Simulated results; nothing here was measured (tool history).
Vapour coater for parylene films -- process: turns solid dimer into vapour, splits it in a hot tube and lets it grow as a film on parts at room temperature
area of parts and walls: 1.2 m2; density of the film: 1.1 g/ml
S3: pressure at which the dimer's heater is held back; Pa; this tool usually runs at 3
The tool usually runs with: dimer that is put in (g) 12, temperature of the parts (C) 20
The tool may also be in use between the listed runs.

Run 1, hour 0: usual settings. Result: thickness of the film (um) 4.42.
Run 2, hour 21.3: usual settings. Result: thickness of the film (um) 4.4.
Run 3, hour 45: usual settings. Result: thickness of the film (um) 4.41.
Run 4, hour 56.7: usual settings but temperature of the parts (C) 21. Result: thickness of the film (um) 4.28.
Run 5, hour 78.5: usual settings. Result: thickness of the film (um) 4.37.
Run 6, hour 88.3: usual settings. Result: thickness of the film (um) 4.39.
Run 7, hour 106.6: usual settings. Result: thickness of the film (um) 4.36.
Run 8, hour 119.6: usual settings. Result: thickness of the film (um) 4.37.
Run 9, hour 131.1: usual settings but dimer that is put in (g) 11. Result: thickness of the film (um) 4.01.
Run 10, hour 146.3: usual settings but dimer that is put in (g) 13. Result: thickness of the film (um) 4.7.
Run 11, hour 156.8: usual settings but temperature of the parts (C) 17. Result: thickness of the film (um) 4.79.
At hour 164.8: trap's valve overhauled.
Run 12, hour 177.8: usual settings but dimer that is put in (g) 9, temperature of the parts (C) 17. Result: thickness of the film (um) 3.64.
Run 13, hour 196.6: usual settings but dimer that is put in (g) 9, temperature of the parts (C) 17. Result: thickness of the film (um) 3.62.
Run 14, hour 219: usual settings but dimer that is put in (g) 9, temperature of the parts (C) 17. Result: thickness of the film (um) 3.61.
Run 15, hour 242.4: usual settings but dimer that is put in (g) 9, temperature of the parts (C) 17. Result: thickness of the film (um) 3.6.
Run 16, hour 261.3: usual settings. Result: thickness of the film (um) 4.42.
Run 17, hour 274.7: usual settings. Result: thickness of the film (um) 4.37.
Run 18, hour 296.3: usual settings. Result: thickness of the film (um) 4.41.
Run 19, hour 318.1: usual settings. Result: thickness of the film (um) 4.42.
Run 20, hour 341.5: usual settings. Result: thickness of the film (um) 4.43.
Run 21, hour 356.1: usual settings but dimer that is put in (g) 20. Result: thickness of the film (um) 7.32.
Run 22, hour 367: usual settings but dimer that is put in (g) 20. Result: thickness of the film (um) 7.36.
Run 23, hour 388.6: usual settings but dimer that is put in (g) 6, S3 6.87 Pa. Result: thickness of the film (um) 2.05.
Run 24, hour 411.3: usual settings but dimer that is put in (g) 6, temperature of the parts (C) 25. Result: thickness of the film (um) 1.88.
Run 25, hour 427.6: usual settings but dimer that is put in (g) 11, temperature of the parts (C) 21, S3 2.24 Pa. Result: thickness of the film (um) 4.
Run 26, hour 446.5: usual settings but dimer that is put in (g) 9, temperature of the parts (C) 14, S3 2.24 Pa. Result: thickness of the film (um) 4.09.
Run 27, hour 456.8: usual settings but dimer that is put in (g) 9, temperature of the parts (C) 14, S3 2.24 Pa. Result: thickness of the film (um) 4.09.
Run 28, hour 469.8: usual settings but dimer that is put in (g) 19, S3 10.12 Pa. Result: thickness of the film (um) 6.25.
Run 29, hour 490.6: usual settings but dimer that is put in (g) 19, S3 10.12 Pa. Result: thickness of the film (um) 6.23.
Run 30, hour 513: usual settings but dimer that is put in (g) 11, temperature of the parts (C) 29, S3 10.12 Pa. Result: thickness of the film (um) 2.74.
Run 31, hour 535.7: usual settings but dimer that is put in (g) 10, temperature of the parts (C) 19, S3 10.18 Pa. Result: thickness of the film (um) 3.42.
Run 32, hour 552.2: usual settings but dimer that is put in (g) 10, temperature of the parts (C) 22, S3 10.92 Pa. Result: thickness of the film (um) 3.07.
Run 33, hour 571.7: usual settings but dimer that is put in (g) 6, S3 5.97 Pa. Result: thickness of the film (um) 2.05.
Run 34, hour 582.9: usual settings but dimer that is put in (g) 6, S3 5.97 Pa. Result: thickness of the film (um) 2.06.
Run 35, hour 601.4: usual settings but dimer that is put in (g) 18, temperature of the parts (C) 22, S3 3.17 Pa. Result: thickness of the film (um) 6.23.
Run 36, hour 622.6: usual settings but dimer that is put in (g) 15, temperature of the parts (C) 19, S3 11.09 Pa. Result: thickness of the film (um) 5.03.
Run 37, hour 644.3: usual settings but dimer that is put in (g) 15, temperature of the parts (C) 26, S3 2.8 Pa. Result: thickness of the film (um) 4.6.
Run 38, hour 663.4: usual settings but dimer that is put in (g) 8, temperature of the parts (C) 15. Result: thickness of the film (um) 3.43.
Run 39, hour 677.5: usual settings but dimer that is put in (g) 19, S3 2.54 Pa. Result: thickness of the film (um) 7.13.
Run 40, hour 693.4: usual settings but S3 4.38 Pa. Result: thickness of the film (um) 4.26.
Run 41, hour 708: usual settings but dimer that is put in (g) 6, S3 4.45 Pa. Result: thickness of the film (um) 2.14.

4 options for the next run, each taken on its own from the tool as it stands now. Forecast them:
Run A, hour 727.9: usual settings but dimer that is put in (g) 15, S3 4.45 Pa. Result: thickness of the film (um) ?.
Run B, hour 727.9: usual settings but dimer that is put in (g) 6, temperature of the parts (C) 29, S3 4.45 Pa. Result: thickness of the film (um) ?.
Run C, hour 727.9: usual settings but dimer that is put in (g) 6, temperature of the parts (C) 22, S3 4.45 Pa. Result: thickness of the film (um) ?.
Run D, hour 727.9: usual settings but dimer that is put in (g) 7, temperature of the parts (C) 25, S3 3.52 Pa. Result: thickness of the film (um) ?.

run  thickness of the film (um)
  A                        5.31
  B                        1.62
  C                           2
  D                        2.19
Stripped of hidden state, with their random variation kept, the same runs would have yielded:
run  thickness of the film (um)
  A                        5.32
  B                        1.62
  C                        2.01
  D                        2.19

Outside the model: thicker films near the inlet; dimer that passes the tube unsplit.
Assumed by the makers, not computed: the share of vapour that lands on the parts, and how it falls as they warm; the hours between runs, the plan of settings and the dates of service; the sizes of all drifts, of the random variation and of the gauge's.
